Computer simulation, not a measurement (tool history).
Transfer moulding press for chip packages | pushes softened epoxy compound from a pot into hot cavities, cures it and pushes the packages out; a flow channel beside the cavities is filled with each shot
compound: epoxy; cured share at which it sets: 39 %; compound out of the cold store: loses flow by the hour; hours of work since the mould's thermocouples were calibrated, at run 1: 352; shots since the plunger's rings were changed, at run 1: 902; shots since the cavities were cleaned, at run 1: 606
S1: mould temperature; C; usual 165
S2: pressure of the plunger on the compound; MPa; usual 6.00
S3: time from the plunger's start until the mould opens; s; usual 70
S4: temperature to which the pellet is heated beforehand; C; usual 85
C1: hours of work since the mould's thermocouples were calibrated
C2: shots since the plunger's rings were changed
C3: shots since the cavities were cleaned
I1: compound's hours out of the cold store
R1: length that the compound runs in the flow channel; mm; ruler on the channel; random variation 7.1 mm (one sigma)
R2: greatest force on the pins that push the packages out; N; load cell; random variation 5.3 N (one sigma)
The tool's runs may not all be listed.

{"run": 1, "hour": 0.0, "S1": 165, "S2": 6.0, "S3": 70, "S4": 85, "C1": 352, "C2": 902, "C3": 606, "I1": 16.9, "R1": 819, "R2": 262}
{"run": 2, "hour": 45.7, "S1": 165, "S2": 6.0, "S3": 70, "S4": 85, "C1": 373, "C2": 1414, "C3": 1118, "I1": 10.9, "R1": 845, "R2": 327}
{"hour": 59.5, "done": "cavities cleaned with cleaning compound and waxed"}
{"run": 3, "hour": 132.9, "S1": 165, "S2": 6.0, "S3": 70, "S4": 85, "C1": 411, "C2": 2373, "C3": 822, "I1": 20.6, "R1": 785, "R2": 292}
{"hour": 167.8, "done": "cavities cleaned with cleaning compound and waxed"}
{"run": 4, "hour": 220.4, "S1": 165, "S2": 6.0, "S3": 70, "S4": 85, "C1": 450, "C2": 3335, "C3": 590, "I1": 47.8, "R1": 690, "R2": 261}
{"run": 5, "hour": 273.0, "S1": 165, "S2": 6.0, "S3": 70, "S4": 85, "C1": 473, "C2": 3922, "C3": 1177, "I1": 37.2, "R1": 708, "R2": 311}
{"hour": 279.8, "done": "cavities cleaned with cleaning compound and waxed"}
{"run": 6, "hour": 360.8, "S1": 165, "S2": 6.0, "S3": 70, "S4": 85, "C1": 512, "C2": 4888, "C3": 906, "I1": 43.9, "R1": 675, "R2": 298}
{"hour": 389.4, "done": "cavities cleaned with cleaning compound and waxed"}
{"run": 7, "hour": 450.6, "S1": 165, "S2": 6.0, "S3": 70, "S4": 85, "C1": 551, "C2": 5876, "C3": 685, "I1": 48.0, "R1": 656, "R2": 280}
{"hour": 457.2, "done": "plunger's sealing rings changed"}
{"hour": 504.0, "done": "cavities cleaned with cleaning compound and waxed"}
{"run": 8, "hour": 525.6, "S1": 162, "S2": 6.0, "S3": 70, "S4": 85, "C1": 583, "C2": 748, "C3": 241, "I1": 29.4, "R1": 785, "R2": 237}
{"run": 9, "hour": 570.7, "S1": 162, "S2": 6.0, "S3": 70, "S4": 85, "C1": 603, "C2": 1252, "C3": 745, "I1": 15.8, "R1": 814, "R2": 310}
{"hour": 615.2, "done": "cavities cleaned with cleaning compound and waxed"}
{"run": 10, "hour": 645.0, "S1": 165, "S2": 6.0, "S3": 70, "S4": 85, "C1": 636, "C2": 2066, "C3": 332, "I1": 17.7, "R1": 780, "R2": 241}
{"run": 11, "hour": 690.5, "S1": 165, "S2": 6.0, "S3": 70, "S4": 85, "C1": 656, "C2": 2576, "C3": 842, "I1": 15.1, "R1": 803, "R2": 295}
{"hour": 725.9, "done": "cavities cleaned with cleaning compound and waxed"}
{"run": 12, "hour": 762.6, "S1": 165, "S2": 6.76, "S3": 70, "S4": 85, "C1": 688, "C2": 3366, "C3": 411, "I1": 23.8, "R1": 812, "R2": 237}
{"run": 13, "hour": 800.8, "S1": 165, "S2": 6.76, "S3": 70, "S4": 85, "C1": 705, "C2": 3792, "C3": 837, "I1": 43.7, "R1": 726, "R2": 271}
{"hour": 836.4, "done": "cavities cleaned with cleaning compound and waxed"}
{"run": 14, "hour": 891.6, "S1": 165, "S2": 6.0, "S3": 70, "S4": 87, "C1": 745, "C2": 4792, "C3": 617, "I1": 21.8, "R1": 761, "R2": 257}
{"hour": 951.8, "done": "cavities cleaned with cleaning compound and waxed"}
{"run": 15, "hour": 965.5, "S1": 165, "S2": 6.47, "S3": 76, "S4": 85, "C1": 777, "C2": 5602, "C3": 154, "I1": 44.9, "R1": 694, "R2": 198}
{"hour": 994.3, "done": "plunger's sealing rings changed"}
{"run": 16, "hour": 1027.7, "S1": 173, "S2": 6.48, "S3": 71, "S4": 85, "C1": 804, "C2": 373, "C3": 821, "I1": 37.7, "R1": 744, "R2": 278}
{"hour": 1066.5, "done": "cavities cleaned with cleaning compound and waxed"}
{"run": 17, "hour": 1078.0, "S1": 173, "S2": 6.48, "S3": 71, "S4": 85, "C1": 826, "C2": 920, "C3": 129, "I1": 17.3, "R1": 832, "R2": 194}
{"run": 18, "hour": 1163.9, "S1": 157, "S2": 6.0, "S3": 51, "S4": 85, "C1": 864, "C2": 1880, "C3": 1089, "I1": 26.4, "R1": 798, "R2": 828}
{"hour": 1176.6, "done": "cavities cleaned with cleaning compound and waxed"}
{"hour": 1237.7, "done": "mould's thermocouples calibrated"}
{"run": 19, "hour": 1237.7, "S1": 171, "S2": 5.39, "S3": 70, "S4": 85, "C1": 0, "C2": 2666, "C3": 661, "I1": 40.6, "R1": 671, "R2": 255}
{"hour": 1287.4, "done": "cavities cleaned with cleaning compound and waxed"}
{"run": 20, "hour": 1309.4, "S1": 162, "S2": 6.36, "S3": 55, "S4": 94, "C1": 31, "C2": 3451, "C3": 246, "I1": 19.4, "R1": 806, "R2": 370}
{"run": 21, "hour": 1349.8, "S1": 162, "S2": 6.36, "S3": 55, "S4": 94, "C1": 50, "C2": 3904, "C3": 699, "I1": 12.4, "R1": 838, "R2": 474}
{"hour": 1396.0, "done": "cavities cleaned with cleaning compound and waxed"}
{"run": 22, "hour": 1422.6, "S1": 157, "S2": 6.0, "S3": 84, "S4": 94, "C1": 81, "C2": 4701, "C3": 297, "I1": 45.1, "R1": 705, "R2": 247}
{"run": 23, "hour": 1460.9, "S1": 160, "S2": 4.72, "S3": 88, "S4": 86, "C1": 99, "C2": 5130, "C3": 726, "I1": 19.2, "R1": 686, "R2": 289}
{"hour": 1506.6, "done": "cavities cleaned with cleaning compound and waxed"}
{"run": 24, "hour": 1513.5, "S1": 170, "S2": 5.73, "S3": 96, "S4": 75, "C1": 121, "C2": 5701, "C3": 77, "I1": 26.8, "R1": 697, "R2": 171}
{"hour": 1532.4, "done": "plunger's sealing rings changed"}
{"run": 25, "hour": 1573.0, "S1": 165, "S2": 6.0, "S3": 68, "S4": 91, "C1": 147, "C2": 455, "C3": 715, "I1": 15.1, "R1": 827, "R2": 303}
{"hour": 1619.3, "done": "cavities cleaned with cleaning compound and waxed"}
{"run": 26, "hour": 1653.6, "S1": 165, "S2": 6.0, "S3": 68, "S4": 91, "C1": 182, "C2": 1340, "C3": 384, "I1": 21.7, "R1": 803, "R2": 250}
{"hour": 1730.7, "done": "cavities cleaned with cleaning compound and waxed"}
{"run": 27, "hour": 1730.7, "S1": 158, "S2": 5.13, "S3": 103, "S4": 91, "C1": 216, "C2": 2185, "C3": 0, "I1": 17.8, "R1": 763, "R2": 173}

Forecast each of these 3 alternatives for the next run:
{"run": "A", "hour": 1769.6, "S1": 165, "S2": 6.93, "S3": 70, "S4": 89, "C1": 234, "C2": 2621, "C3": 436, "I1": 23.4, "R1": "?", "R2": "?"}
{"run": "B", "hour": 1769.6, "S1": 165, "S2": 5.75, "S3": 80, "S4": 85, "C1": 234, "C2": 2621, "C3": 436, "I1": 8.8, "R1": "?", "R2": "?"}
{"run": "C", "hour": 1769.6, "S1": 165, "S2": 5.58, "S3": 57, "S4": 85, "C1": 234, "C2": 2621, "C3": 436, "I1": 38.5, "R1": "?", "R2": "?"}

run=A R1=834 R2=242
run=B R1=812 R2=238
run=C R1=698 R2=317
Without the tool's hidden state the same runs would have given:
run=A R1=869 R2=167
run=B R1=846 R2=164
run=C R1=727 R2=222
